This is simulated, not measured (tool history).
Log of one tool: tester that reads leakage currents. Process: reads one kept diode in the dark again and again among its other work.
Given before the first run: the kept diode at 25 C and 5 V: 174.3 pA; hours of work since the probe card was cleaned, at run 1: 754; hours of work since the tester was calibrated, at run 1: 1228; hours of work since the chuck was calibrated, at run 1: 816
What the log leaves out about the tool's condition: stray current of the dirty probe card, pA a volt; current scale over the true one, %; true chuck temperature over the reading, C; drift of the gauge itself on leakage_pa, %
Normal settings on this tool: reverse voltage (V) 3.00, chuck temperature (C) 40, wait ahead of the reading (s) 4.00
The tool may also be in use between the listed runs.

| run | hour | reverse voltage (V) | chuck temperature (C) | wait ahead of the reading (s) | hours of work since the probe card was cleaned | hours of work since the tester was calibrated | hours of work since the chuck was calibrated | current that the tester gives (pA) |
|---|---|---|---|---|---|---|---|---|
| 1 | 0.0 | 3.00 | 40 | 4.00 | 754 | 1228 | 816 | 346.43 |
|  | 4.7 | chuck's temperature calibrated |
| 2 | 43.5 | 3.00 | 40 | 4.00 | 782 | 1256 | 26 | 395.02 |
| 3 | 72.8 | 16.17 | 40 | 4.00 | 801 | 1276 | 46 | 1022.81 |
| 4 | 98.4 | 3.00 | 40 | 4.00 | 819 | 1293 | 63 | 392.28 |
| 5 | 119.7 | 3.00 | 40 | 2.51 | 833 | 1307 | 77 | 388.65 |
| 6 | 144.9 | 3.00 | 40 | 2.51 | 850 | 1324 | 94 | 388.32 |
| 7 | 191.0 | 3.00 | 49 | 4.00 | 881 | 1355 | 125 | 718.30 |
| 8 | 223.3 | 3.00 | 40 | 4.00 | 903 | 1377 | 147 | 385.84 |
| 9 | 263.7 | 1.93 | 40 | 4.00 | 930 | 1404 | 174 | 298.15 |
| 10 | 293.5 | 1.93 | 40 | 4.00 | 950 | 1424 | 194 | 298.21 |
|  | 299.5 | probe card cleaned and baked |
| 11 | 330.1 | 3.00 | 40 | 4.00 | 21 | 1447 | 217 | 386.72 |
| 12 | 375.0 | 3.00 | 40 | 4.74 | 51 | 1477 | 247 | 382.29 |
| 13 | 402.8 | 4.92 | 58 | 4.00 | 69 | 1495 | 265 | 1679.49 |
|  | 438.0 | probe card cleaned and baked, once more |
| 14 | 438.0 | 13.29 | 34 | 4.06 | 0 | 1517 | 287 | 565.57 |
| 15 | 474.2 | 13.29 | 34 | 4.06 | 24 | 1541 | 311 | 565.68 |
| 16 | 504.7 | 6.53 | 34 | 8.13 | 45 | 1562 | 332 | 374.55 |
| 17 | 531.6 | 6.53 | 34 | 8.13 | 63 | 1580 | 350 | 376.36 |
| 18 | 571.2 | 3.00 | 52 | 4.00 | 89 | 1606 | 377 | 841.50 |
| 19 | 618.2 | 2.60 | 27 | 4.00 | 121 | 1638 | 408 | 130.11 |
| 20 | 648.5 | 11.65 | 28 | 4.00 | 141 | 1658 | 428 | 326.90 |

Run 21, settings as shown, results not yet in. Your forecast:
| 21 | 689.1 | 3.68 | 28 | 4.00 | 169 | 1686 | 456 | ? |

{"run 21": {"current that the tester gives (pA)": 169.23}}
Had the tool carried no hidden state, the very same run would have given current that the tester gives (pA) 184.48.

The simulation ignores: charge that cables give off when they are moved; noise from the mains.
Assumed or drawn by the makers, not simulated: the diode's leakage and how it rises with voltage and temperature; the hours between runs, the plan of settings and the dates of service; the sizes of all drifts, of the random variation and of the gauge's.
